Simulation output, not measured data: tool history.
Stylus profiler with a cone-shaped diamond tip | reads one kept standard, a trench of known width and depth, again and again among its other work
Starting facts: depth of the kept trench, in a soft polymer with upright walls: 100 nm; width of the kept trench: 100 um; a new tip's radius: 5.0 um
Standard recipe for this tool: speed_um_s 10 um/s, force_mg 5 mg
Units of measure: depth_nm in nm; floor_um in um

| run | day | speed_um_s | force_mg | depth_nm | floor_um |
|---|---|---|---|---|---|
| 1 | 0 | 10 | 5 | 102.29 | 97.25 |
| 2 | 2.375 | 2 | 5 | 102.29 | 97.32 |
| 3 | 4.404 | 2 | 5 | 102.33 | 97.33 |
| 4 | 6.558 | 2 | 5 | 102.3 | 97.3 |
| 5 | 9.979 | 24 | 5 | 102.34 | 97.16 |
|  | 11.658 | new tip fitted, height scale calibrated |
| 6 | 12.679 | 10 | 5.57 | 102.34 | 97.94 |
| 7 | 15.621 | 25 | 5 | 102.21 | 97.91 |
| 8 | 18.246 | 10 | 3.94 | 101.92 | 97.85 |
| 9 | 19.904 | 2 | 5 | 102.26 | 97.94 |
| 10 | 23.829 | 10 | 5 | 102.25 | 97.81 |
| 11 | 25.979 | 10 | 5 | 102.24 | 97.81 |
| 12 | 27.808 | 10 | 5 | 102.27 | 97.77 |
| 13 | 29.462 | 12 | 14.4 | 104.54 | 97.8 |
| 14 | 32.129 | 8 | 3.06 | 101.67 | 97.75 |
| 15 | 35.962 | 8 | 3.06 | 101.69 | 97.72 |
| 16 | 39.425 | 8 | 3.06 | 101.7 | 97.68 |
| 17 | 41.129 | 4 | 1.85 | 101.22 | 97.69 |
|  | 41.517 | height scale calibrated on a step standard |
| 18 | 42.808 | 4 | 1.85 | 101.32 | 97.7 |
| 19 | 44.908 | 4 | 1.85 | 101.31 | 97.71 |
| 20 | 48.117 | 5 | 4.39 | 102.23 | 97.6 |
| 21 | 51.583 | 14 | 2.33 | 101.55 | 97.47 |
| 22 | 55.546 | 23 | 6.55 | 102.91 | 97.51 |
| 23 | 58.025 | 3 | 5 | 102.49 | 97.52 |
|  | 59.154 | height scale calibrated on a step standard, once more |
| 24 | 60.021 | 3 | 5 | 102.25 | 97.52 |

Branching from run 24: 4 alternative next runs. What would each branch give?
| A | 62.221 | 4 | 3.49 | ? | ? |
| B | 62.221 | 10 | 2.93 | ? | ? |
| C | 62.221 | 16 | 5.74 | ? | ? |
| D | 62.221 | 25 | 5 | ? | ? |

| run | depth_nm | floor_um |
|---|---|---|
| A | 101.79 | 97.51 |
| B | 101.61 | 97.51 |
| C | 102.46 | 97.49 |
| D | 102.26 | 97.45 |
The same runs, with their run-to-run variation unchanged, on a tool lacking any hidden condition would have given:
| run | depth_nm | floor_um |
|---|---|---|
| A | 101.74 | 97.98 |
| B | 101.56 | 97.99 |
| C | 102.42 | 97.96 |
| D | 102.21 | 97.92 |

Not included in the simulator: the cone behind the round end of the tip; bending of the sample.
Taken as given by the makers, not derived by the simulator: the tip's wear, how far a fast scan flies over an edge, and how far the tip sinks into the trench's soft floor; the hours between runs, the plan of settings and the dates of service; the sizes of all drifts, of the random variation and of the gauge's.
